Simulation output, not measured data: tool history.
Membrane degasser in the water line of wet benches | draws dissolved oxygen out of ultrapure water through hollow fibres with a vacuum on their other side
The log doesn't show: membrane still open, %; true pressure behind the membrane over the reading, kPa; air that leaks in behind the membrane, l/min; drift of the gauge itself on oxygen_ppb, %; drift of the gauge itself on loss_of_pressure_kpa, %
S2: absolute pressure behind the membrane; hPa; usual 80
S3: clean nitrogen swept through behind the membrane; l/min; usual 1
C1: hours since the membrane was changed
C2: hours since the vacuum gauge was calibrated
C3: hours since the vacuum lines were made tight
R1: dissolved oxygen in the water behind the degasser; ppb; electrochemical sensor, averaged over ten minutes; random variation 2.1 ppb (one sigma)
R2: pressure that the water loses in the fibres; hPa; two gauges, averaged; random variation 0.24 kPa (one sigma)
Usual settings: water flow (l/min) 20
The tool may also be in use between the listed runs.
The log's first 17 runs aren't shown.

run 18 hour=1875.8 | water_flow_(l/min)=20 S2=80 S3=1 | C1=6542 C2=3003 C3=2439 | R1=281.6 R2=625.4
run 19 hour=1958.6 | water_flow_(l/min)=20 S2=133.4 S3=0.64 | C1=6625 C2=3086 C3=2521 | R1=687.3 R2=624.1
run 20 hour=2047 | water_flow_(l/min)=27 S2=126.6 S3=0.86 | C1=6713 C2=3174 C3=2610 | R1=713 R2=847.1
run 21 hour=2129.3 | water_flow_(l/min)=20 S2=112.1 S3=0.86 | C1=6795 C2=3257 C3=2692 | R1=468 R2=622.5
run 22 hour=2283.4 | water_flow_(l/min)=20 S2=112.1 S3=0.86 | C1=6949 C2=3411 C3=2846 | R1=462.4 R2=630.1
run 23 hour=2401.1 | water_flow_(l/min)=29 S2=62.4 S3=0.86 | C1=7067 C2=3528 C3=2964 | R1=378.4 R2=904.6
-- hour=2416.3 vacuum gauge calibrated
run 24 hour=2518.3 | water_flow_(l/min)=22 S2=79.1 S3=2.06 | C1=7184 C2=102 C3=3081 | R1=206.4 R2=689.4
run 25 hour=2660.8 | water_flow_(l/min)=30 S2=68.7 S3=3 | C1=7326 C2=244 C3=3223 | R1=265.2 R2=939.8
run 26 hour=2733.9 | water_flow_(l/min)=27 S2=80 S3=0.92 | C1=7399 C2=318 C3=3296 | R1=445.2 R2=845.1
run 27 hour=2825.7 | water_flow_(l/min)=29 S2=175.9 S3=0.68 | C1=7491 C2=409 C3=3388 | R1=1214.3 R2=912.9
run 28 hour=2968.9 | water_flow_(l/min)=29 S2=175.9 S3=0.68 | C1=7634 C2=553 C3=3531 | R1=1211.3 R2=908.9
run 29 hour=3042.9 | water_flow_(l/min)=22 S2=162.2 S3=1.03 | C1=7708 C2=627 C3=3605 | R1=664.8 R2=688
run 30 hour=3109.3 | water_flow_(l/min)=20 S2=175.1 S3=0.98 | C1=7775 C2=693 C3=3672 | R1=674.9 R2=630.1
run 31 hour=3200.3 | water_flow_(l/min)=20 S2=175.1 S3=0.98 | C1=7866 C2=784 C3=3763 | R1=683.2 R2=628.2
run 32 hour=3293.1 | water_flow_(l/min)=12 S2=130.8 S3=2.05 | C1=7958 C2=877 C3=3855 | R1=158 R2=375.9
-- hour=3313.3 vacuum gauge calibrated, once more
run 33 hour=3411.4 | water_flow_(l/min)=12 S2=130.8 S3=2.05 | C1=8076 C2=98 C3=3973 | R1=154.3 R2=381

Forecast each of these 3 alternatives for the next run:
run A hour=3487.1 | water_flow_(l/min)=14 S2=130.8 S3=0.89 | C1=8152 C2=174 C3=4049 | R1=? R2=?
run B hour=3487.1 | water_flow_(l/min)=16 S2=87.4 S3=0.44 | C1=8152 C2=174 C3=4049 | R1=? R2=?
run C hour=3487.1 | water_flow_(l/min)=31 S2=80 S3=1 | C1=8152 C2=174 C3=4049 | R1=? R2=?

run=A R1=367.7 R2=439.8
run=B R1=430.5 R2=502.7
run=C R1=482.7 R2=974.8
Without the tool's hidden state the same runs would have given:
run=A R1=361.3 R2=422.7
run=B R1=421.9 R2=483.1
run=C R1=456 R2=936.9
